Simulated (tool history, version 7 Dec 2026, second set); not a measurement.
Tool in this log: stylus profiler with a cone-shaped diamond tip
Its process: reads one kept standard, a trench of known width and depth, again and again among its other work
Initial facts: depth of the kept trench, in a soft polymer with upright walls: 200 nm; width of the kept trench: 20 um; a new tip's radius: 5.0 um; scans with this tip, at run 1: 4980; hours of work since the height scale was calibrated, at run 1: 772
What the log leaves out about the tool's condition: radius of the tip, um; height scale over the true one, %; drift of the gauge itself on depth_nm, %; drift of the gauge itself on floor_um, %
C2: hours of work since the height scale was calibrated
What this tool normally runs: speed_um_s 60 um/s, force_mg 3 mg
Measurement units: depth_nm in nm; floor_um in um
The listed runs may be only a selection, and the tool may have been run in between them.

{"run": 1, "day": 0.0, "speed_um_s": 60, "force_mg": 3, "scans with this tip": 4980, "C2": 772, "depth_nm": 202.45, "floor_um": 16.37}
{"run": 2, "day": 0.625, "speed_um_s": 60, "force_mg": 3, "scans with this tip": 5045, "C2": 782, "depth_nm": 202.56, "floor_um": 16.32}
{"run": 3, "day": 1.596, "speed_um_s": 60, "force_mg": 3, "scans with this tip": 5147, "C2": 797, "depth_nm": 202.5, "floor_um": 16.39}
{"run": 4, "day": 2.642, "speed_um_s": 60, "force_mg": 3, "scans with this tip": 5256, "C2": 814, "depth_nm": 202.48, "floor_um": 16.35}
{"run": 5, "day": 3.392, "speed_um_s": 120, "force_mg": 3, "scans with this tip": 5334, "C2": 826, "depth_nm": 202.46, "floor_um": 16.14}
{"run": 6, "day": 4.325, "speed_um_s": 120, "force_mg": 3, "scans with this tip": 5432, "C2": 842, "depth_nm": 202.58, "floor_um": 16.13}
{"run": 7, "day": 5.375, "speed_um_s": 120, "force_mg": 3, "scans with this tip": 5541, "C2": 859, "depth_nm": 202.53, "floor_um": 16.15}
{"run": 8, "day": 5.946, "speed_um_s": 60, "force_mg": 1.56, "scans with this tip": 5601, "C2": 868, "depth_nm": 201.96, "floor_um": 16.24}
{"day": 6.017, "done": "height scale calibrated on a step standard"}
{"run": 9, "day": 6.658, "speed_um_s": 60, "force_mg": 1.56, "scans with this tip": 5673, "C2": 10, "depth_nm": 202.36, "floor_um": 16.11}
{"run": 10, "day": 7.4, "speed_um_s": 51, "force_mg": 1.56, "scans with this tip": 5751, "C2": 22, "depth_nm": 202.4, "floor_um": 16.21}
{"run": 11, "day": 7.979, "speed_um_s": 60, "force_mg": 3, "scans with this tip": 5811, "C2": 32, "depth_nm": 203.09, "floor_um": 16.25}
{"day": 8.071, "done": "height scale calibrated on a step standard, once more"}
{"run": 12, "day": 9.008, "speed_um_s": 60, "force_mg": 3, "scans with this tip": 5917, "C2": 15, "depth_nm": 201.82, "floor_um": 16.26}
{"run": 13, "day": 9.546, "speed_um_s": 60, "force_mg": 3, "scans with this tip": 5973, "C2": 24, "depth_nm": 201.92, "floor_um": 16.21}
{"run": 14, "day": 10.483, "speed_um_s": 64, "force_mg": 3.34, "scans with this tip": 6070, "C2": 39, "depth_nm": 202, "floor_um": 16.16}
{"run": 15, "day": 10.992, "speed_um_s": 64, "force_mg": 1.41, "scans with this tip": 6124, "C2": 47, "depth_nm": 201.1, "floor_um": 16.08}
{"run": 16, "day": 11.608, "speed_um_s": 183, "force_mg": 1.4, "scans with this tip": 6188, "C2": 57, "depth_nm": 201.27, "floor_um": 15.61}
{"run": 17, "day": 12.288, "speed_um_s": 183, "force_mg": 1.4, "scans with this tip": 6259, "C2": 68, "depth_nm": 201.01, "floor_um": 15.64}
{"run": 18, "day": 13.358, "speed_um_s": 16, "force_mg": 3, "scans with this tip": 6371, "C2": 86, "depth_nm": 202.07, "floor_um": 16.31}
{"run": 19, "day": 14.329, "speed_um_s": 43, "force_mg": 1.86, "scans with this tip": 6472, "C2": 101, "depth_nm": 201.57, "floor_um": 16.18}
{"run": 20, "day": 15.3, "speed_um_s": 43, "force_mg": 1.86, "scans with this tip": 6574, "C2": 117, "depth_nm": 201.46, "floor_um": 16.21}
{"run": 21, "day": 15.962, "speed_um_s": 43, "force_mg": 1.86, "scans with this tip": 6643, "C2": 128, "depth_nm": 201.42, "floor_um": 16.14}
{"run": 22, "day": 16.846, "speed_um_s": 36, "force_mg": 2.62, "scans with this tip": 6735, "C2": 142, "depth_nm": 201.83, "floor_um": 16.22}
{"run": 23, "day": 17.608, "speed_um_s": 75, "force_mg": 1.93, "scans with this tip": 6815, "C2": 154, "depth_nm": 201.57, "floor_um": 16.06}

Below, some changes in depth_nm between adjacent runs. For each, the amount present without the hidden state too (settings, incoming material, random variation) and the amount remaining for the hidden state with gauge scatter not shared by both compared results:
Run 8 -> 9: height scale calibrated on a step standard. depth_nm +0.4 nm: hidden state +0.48, all else -0.08.
Run 11 -> 12: height scale calibrated on a step standard, once more. depth_nm -1.27 nm: hidden state -1.21, all else -0.06.
Run 17 -> 18: speed_um_s 183 -> 16, force_mg 1.4 -> 3. depth_nm +1.06 nm: hidden state +0.02, all else +1.04.

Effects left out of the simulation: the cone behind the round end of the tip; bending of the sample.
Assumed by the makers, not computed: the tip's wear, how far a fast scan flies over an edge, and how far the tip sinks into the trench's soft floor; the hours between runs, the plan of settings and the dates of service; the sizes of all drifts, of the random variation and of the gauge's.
